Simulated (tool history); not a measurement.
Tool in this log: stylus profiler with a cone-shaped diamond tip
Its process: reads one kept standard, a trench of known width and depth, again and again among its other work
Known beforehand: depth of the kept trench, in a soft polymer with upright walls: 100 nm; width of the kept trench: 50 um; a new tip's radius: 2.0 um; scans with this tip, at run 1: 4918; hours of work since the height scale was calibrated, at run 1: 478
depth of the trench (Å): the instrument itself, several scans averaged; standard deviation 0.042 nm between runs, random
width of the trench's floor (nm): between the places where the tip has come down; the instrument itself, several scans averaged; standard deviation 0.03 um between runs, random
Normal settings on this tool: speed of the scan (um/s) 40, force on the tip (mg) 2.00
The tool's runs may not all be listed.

| run | hour | speed of the scan (um/s) | force on the tip (mg) | scans with this tip | hours of work since the height scale was calibrated | depth of the trench (Å) | width of the trench's floor (nm) |
|---|---|---|---|---|---|---|---|
| 1 | 0.0 | 40 | 2.00 | 4918 | 478 | 1016.4 | 48290 |
| 2 | 96.1 | 40 | 2.00 | 5661 | 551 | 1017.2 | 48290 |
| 3 | 180.2 | 40 | 2.11 | 6312 | 614 | 1018.3 | 48240 |
| 4 | 247.9 | 40 | 2.11 | 6836 | 665 | 1018.3 | 48250 |
| 5 | 348.8 | 40 | 2.04 | 7618 | 741 | 1018.9 | 48210 |
| 6 | 406.5 | 40 | 2.00 | 8064 | 785 | 1018.4 | 48170 |
| 7 | 484.7 | 40 | 2.00 | 8669 | 843 | 1018.8 | 48140 |
| 8 | 571.9 | 16 | 2.00 | 9344 | 909 | 1019.2 | 48320 |
| 9 | 623.9 | 60 | 2.00 | 9747 | 948 | 1019.2 | 47970 |
| 10 | 714.4 | 40 | 1.46 | 10447 | 1016 | 1016.6 | 48070 |
| 11 | 757.2 | 40 | 1.27 | 10779 | 1049 | 1015.8 | 48030 |
| 12 | 814.5 | 20 | 2.00 | 11222 | 1092 | 1019.3 | 48280 |
| 13 | 900.5 | 95 | 2.00 | 11887 | 1156 | 1019.5 | 47670 |
| 14 | 961.6 | 95 | 2.00 | 12360 | 1202 | 1020.2 | 47570 |
| 15 | 1026.0 | 40 | 2.00 | 12859 | 1251 | 1020.6 | 48050 |
| 16 | 1112.7 | 25 | 2.00 | 13530 | 1316 | 1021.0 | 48110 |
| 17 | 1163.1 | 25 | 2.00 | 13920 | 1354 | 1021.6 | 48110 |
| 18 | 1258.8 | 75 | 2.39 | 14660 | 1426 | 1023.2 | 47760 |
| 19 | 1353.9 | 56 | 2.56 | 15397 | 1498 | 1024.0 | 47880 |
| 20 | 1421.0 | 40 | 2.08 | 15916 | 1548 | 1022.6 | 47980 |
|  | 1443.3 | height scale calibrated on a step standard |
| 21 | 1511.2 | 15 | 2.00 | 16611 | 51 | 1014.6 | 48120 |
| 22 | 1607.7 | 80 | 2.17 | 17357 | 124 | 1015.9 | 47640 |
| 23 | 1706.3 | 80 | 2.17 | 18120 | 198 | 1016.1 | 47600 |
| 24 | 1786.1 | 148 | 2.00 | 18738 | 258 | 1016.2 | 47100 |
| 25 | 1885.4 | 101 | 1.21 | 19507 | 333 | 1012.0 | 47200 |
| 26 | 1958.3 | 22 | 1.61 | 20071 | 388 | 1015.2 | 47960 |
| 27 | 2007.5 | 22 | 1.61 | 20452 | 425 | 1014.9 | 47930 |
| 28 | 2087.3 | 105 | 1.61 | 21070 | 485 | 1014.7 | 47310 |
| 29 | 2182.6 | 31 | 4.07 | 21807 | 557 | 1026.3 | 47940 |
| 30 | 2233.1 | 19 | 2.31 | 22198 | 595 | 1019.0 | 47970 |
| 31 | 2313.7 | 32 | 1.00 | 22822 | 655 | 1012.7 | 47780 |
| 32 | 2391.1 | 46 | 1.26 | 23421 | 714 | 1014.3 | 47670 |
| 33 | 2433.3 | 46 | 1.26 | 23747 | 745 | 1014.4 | 47600 |
| 34 | 2507.2 | 68 | 1.17 | 24319 | 801 | 1013.7 | 47440 |

Hidden state at the last listed run before each entry between runs and at the first one after, where it differs:
Logged between run 20 and run 21: height scale calibrated on a step standard (hour 1443.3)
  radius of the tip, um: 3.9 -> 3.98; height scale over the true one, %: 0.723 -> 0.054
  measured less the result without the state, depth of the trench (Å): +7.4 -> +0.6; width of the trench's floor (nm): -510 -> -520
